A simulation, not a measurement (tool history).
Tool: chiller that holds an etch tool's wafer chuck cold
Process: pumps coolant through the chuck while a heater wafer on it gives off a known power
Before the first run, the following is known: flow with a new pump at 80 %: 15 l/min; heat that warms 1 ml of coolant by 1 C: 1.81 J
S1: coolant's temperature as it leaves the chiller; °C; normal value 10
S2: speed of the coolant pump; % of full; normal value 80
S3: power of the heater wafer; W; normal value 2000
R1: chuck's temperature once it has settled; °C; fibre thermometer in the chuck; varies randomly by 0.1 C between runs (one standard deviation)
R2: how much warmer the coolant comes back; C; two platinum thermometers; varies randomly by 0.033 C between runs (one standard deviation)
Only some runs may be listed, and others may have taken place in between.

{"run": 1, "hour": 0.0, "S1": 10, "S2": 80, "S3": 2000, "R1": 34.0, "R2": 4.81}
{"run": 2, "hour": 63.1, "S1": 10, "S2": 80, "S3": 2000, "R1": 34.3, "R2": 4.76}
{"run": 3, "hour": 106.7, "S1": 10, "S2": 80, "S3": 2000, "R1": 34.1, "R2": 4.8}
{"run": 4, "hour": 154.9, "S1": 10, "S2": 80, "S3": 2000, "R1": 34.3, "R2": 4.82}
{"run": 5, "hour": 198.2, "S1": 10, "S2": 80, "S3": 2000, "R1": 34.3, "R2": 4.8}
{"run": 6, "hour": 260.2, "S1": 10, "S2": 80, "S3": 2000, "R1": 34.6, "R2": 4.81}
{"run": 7, "hour": 287.8, "S1": 10, "S2": 80, "S3": 2000, "R1": 34.6, "R2": 4.79}
{"run": 8, "hour": 326.1, "S1": 10, "S2": 94, "S3": 2000, "R1": 32.5, "R2": 4.07}
{"run": 9, "hour": 352.4, "S1": 10, "S2": 80, "S3": 1505, "R1": 28.9, "R2": 3.67}
{"run": 10, "hour": 397.6, "S1": 10, "S2": 80, "S3": 2494, "R1": 40.9, "R2": 6.04}
{"run": 11, "hour": 450.4, "S1": 2, "S2": 80, "S3": 2494, "R1": 33.1, "R2": 6.04}
{"run": 12, "hour": 513.2, "S1": 2, "S2": 80, "S3": 2494, "R1": 33.2, "R2": 6.06}
{"run": 13, "hour": 550.1, "S1": 2, "S2": 80, "S3": 2494, "R1": 33.3, "R2": 6.02}
{"run": 14, "hour": 588.6, "S1": 2, "S2": 80, "S3": 2494, "R1": 33.1, "R2": 6.09}
{"run": 15, "hour": 618.4, "S1": 2, "S2": 80, "S3": 2494, "R1": 33.3, "R2": 6.06}
{"run": 16, "hour": 661.7, "S1": 2, "S2": 80, "S3": 2494, "R1": 33.4, "R2": 6.12}
{"run": 17, "hour": 707.5, "S1": 2, "S2": 80, "S3": 2494, "R1": 33.7, "R2": 6.14}
{"run": 18, "hour": 758.9, "S1": 2, "S2": 80, "S3": 2494, "R1": 33.7, "R2": 6.18}
{"run": 19, "hour": 802.8, "S1": 2, "S2": 80, "S3": 2494, "R1": 33.8, "R2": 6.12}
{"run": 20, "hour": 854.8, "S1": 1, "S2": 80, "S3": 2000, "R1": 26.8, "R2": 4.91}
{"run": 21, "hour": 891.2, "S1": 4, "S2": 80, "S3": 1580, "R1": 24.6, "R2": 3.91}
{"run": 22, "hour": 925.2, "S1": 4, "S2": 87, "S3": 2949, "R1": 40.2, "R2": 6.69}
{"run": 23, "hour": 987.4, "S1": 15, "S2": 80, "S3": 2000, "R1": 40.9, "R2": 4.98}
{"run": 24, "hour": 1046.2, "S1": 10, "S2": 80, "S3": 2620, "R1": 44.0, "R2": 6.56}
{"run": 25, "hour": 1093.1, "S1": 10, "S2": 80, "S3": 2620, "R1": 44.0, "R2": 6.51}
{"run": 26, "hour": 1154.8, "S1": 8, "S2": 80, "S3": 1149, "R1": 23.5, "R2": 2.86}
{"run": 27, "hour": 1209.6, "S1": 8, "S2": 80, "S3": 1149, "R1": 23.7, "R2": 2.84}
{"run": 28, "hour": 1265.6, "S1": 13, "S2": 68, "S3": 2539, "R1": 49.9, "R2": 7.42}
{"run": 29, "hour": 1312.6, "S1": 13, "S2": 68, "S3": 2539, "R1": 50.0, "R2": 7.49}
{"run": 30, "hour": 1368.3, "S1": 13, "S2": 68, "S3": 2539, "R1": 50.4, "R2": 7.49}
{"run": 31, "hour": 1400.2, "S1": 17, "S2": 80, "S3": 2376, "R1": 48.9, "R2": 5.99}
{"run": 32, "hour": 1454.7, "S1": 1, "S2": 64, "S3": 1149, "R1": 19.0, "R2": 3.63}

3 ways to go on from here, each from the tool as it stands after run 32. What would each give?
{"run": "A", "hour": 1503.6, "S1": 11, "S2": 71, "S3": 1848, "R1": "?", "R2": "?"}
{"run": "B", "hour": 1503.6, "S1": 19, "S2": 95, "S3": 1149, "R1": "?", "R2": "?"}
{"run": "C", "hour": 1503.6, "S1": 3, "S2": 95, "S3": 1358, "R1": "?", "R2": "?"}

run=A R1=37.9 R2=5.24
run=B R1=33.7 R2=2.43
run=C R1=20.1 R2=2.89
With the hidden condition removed and each run's random variation left untouched, the same runs would have given:
run=A R1=31.7 R2=4.59
run=B R1=30.0 R2=2.12
run=C R1=15.9 R2=2.53

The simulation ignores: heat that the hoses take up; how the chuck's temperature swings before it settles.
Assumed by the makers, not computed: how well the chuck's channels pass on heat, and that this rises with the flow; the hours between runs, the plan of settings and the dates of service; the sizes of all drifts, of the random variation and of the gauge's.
